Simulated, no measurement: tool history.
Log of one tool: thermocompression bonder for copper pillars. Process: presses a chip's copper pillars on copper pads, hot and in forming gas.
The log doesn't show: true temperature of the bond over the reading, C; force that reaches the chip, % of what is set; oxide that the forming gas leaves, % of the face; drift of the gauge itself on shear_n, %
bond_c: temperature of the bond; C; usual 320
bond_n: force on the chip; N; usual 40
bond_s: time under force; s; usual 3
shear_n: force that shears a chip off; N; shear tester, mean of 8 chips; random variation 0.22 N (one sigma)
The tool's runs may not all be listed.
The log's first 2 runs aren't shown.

run   hour  bond_c  bond_n  bond_s  hours of work since the heater was calibrated  hours of work since the force cell was calibrated  hours of work since the gas filter was changed  shear_n
  3   13.2     320      40       3                                            105                                                180                                             365     56.1
  4   21.2     320      40       3                                            112                                                186                                             371     56.4
  5   31.2     320      58       3                                            120                                                194                                             379       66
  6   43.7     320      40       5                                            129                                                204                                             389     66.9
  7   56.8     320      39       3                                            139                                                214                                             399     55.3
  8   66.3     320      29       3                                            147                                                221                                             406     48.5
  9   75.5     320      40       3                                            154                                                228                                             414     56.3
 10   88.5     310      40       3                                            164                                                239                                             424     49.4
 11    100     310      40       3                                            173                                                247                                             433       49
 12  110.1     320      27       3                                            181                                                255                                             440     46.7
 13  118.4     320      31       3                                            188                                                262                                             447     49.8
 14  127.2     320      42       3                                            194                                                269                                             454     57.8
 15  134.2     320      40       2                                            200                                                274                                             459     48.4
 16  147.2     320      40       2                                            210                                                284                                             469     48.3
 17  155.5     320      40       2                                            217                                                291                                             476       48
     162.6  -- forming gas filter changed
 18  170.5     320      40       2                                            228                                                302                                               6     50.9
 19    178     313      51       2                                            234                                                308                                              12     52.3
 20  183.9     328      35       2                                            238                                                313                                              17     52.6
 21  194.3     320      26       2                                            246                                                321                                              25     41.2
 22  201.2     324      40       3                                            252                                                326                                              30       62
 23    214     324      40       3                                            262                                                336                                              40     61.7
 24  226.3     324      27       3                                            271                                                346                                              50     51.7
 25  233.8     331      39       5                                            277                                                352                                              56     78.2
 26    245     334      39       2                                            286                                                360                                              64     59.2

Run 27 comes next. What will it give?
 27  254.4     320      55       3                                            293                                                368                                              72        ?

Run 27 gave shear_n 67.8 N.
Without the tool's hidden state the same run would have given shear_n 65.4 N.
